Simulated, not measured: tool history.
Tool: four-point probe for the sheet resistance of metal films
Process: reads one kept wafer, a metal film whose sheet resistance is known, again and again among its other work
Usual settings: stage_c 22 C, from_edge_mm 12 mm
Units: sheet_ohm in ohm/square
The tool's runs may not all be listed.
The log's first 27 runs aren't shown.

run    hour  stage_c  from_edge_mm  touches since the probe head was changed  hours of work since the stage's thermometer was calibrated  sheet_ohm
 28  1359.3       22            48                                     77958                                                         179   5.963892
 29  1430.8       22            48                                     80600                                                         219   5.962704
 30  1499.3       25            39                                     83132                                                         257   5.961404
 31  1555.2       24             5                                     85195                                                         288   6.155014
 32    1595       24             5                                     86668                                                         310   6.152684
     1650.7  -- new probe head fitted
 33  1655.5       24             5                                       177                                                         343   6.306264
 34  1725.5       27            32                                      2762                                                         382   6.100653
 35  1766.2       28            24                                      4268                                                         404   6.103787
 36  1803.2       31            39                                      5633                                                         425   6.094901
 37  1864.7       29             8                                      7905                                                         459   6.174012
 38  1895.3       32            26                                      9038                                                         476   6.098578
 39  1924.6       32            26                                     10119                                                         492   6.098618
 40  1980.4       32            26                                     12184                                                         523   6.095652
 41  2043.8       32            26                                     14525                                                         559   6.091711
 42  2082.4       32            26                                     15952                                                         580   6.089857
 43  2123.5       32            26                                     17471                                                         603   6.089641
 44  2168.8       31            26                                     19146                                                         628   6.089418

Forecast each of these 5 alternatives for the next run:
  A  2229.4       25            52                                     21383                                                         662          ?
  B  2229.4       26            71                                     21383                                                         662          ?
  C  2229.4       33             7                                     21383                                                         662          ?
  D  2229.4       22            59                                     21383                                                         662          ?
  E  2229.4       31             8                                     21383                                                         662          ?

run  sheet_ohm
  A   6.081713
  B   6.081957
  C   6.183375
  D   6.081408
  E   6.161139
Without the tool's hidden state the same runs would have given:
run  sheet_ohm
  A   6.064075
  B   6.064329
  C    6.16554
  D   6.063742
  E   6.143345

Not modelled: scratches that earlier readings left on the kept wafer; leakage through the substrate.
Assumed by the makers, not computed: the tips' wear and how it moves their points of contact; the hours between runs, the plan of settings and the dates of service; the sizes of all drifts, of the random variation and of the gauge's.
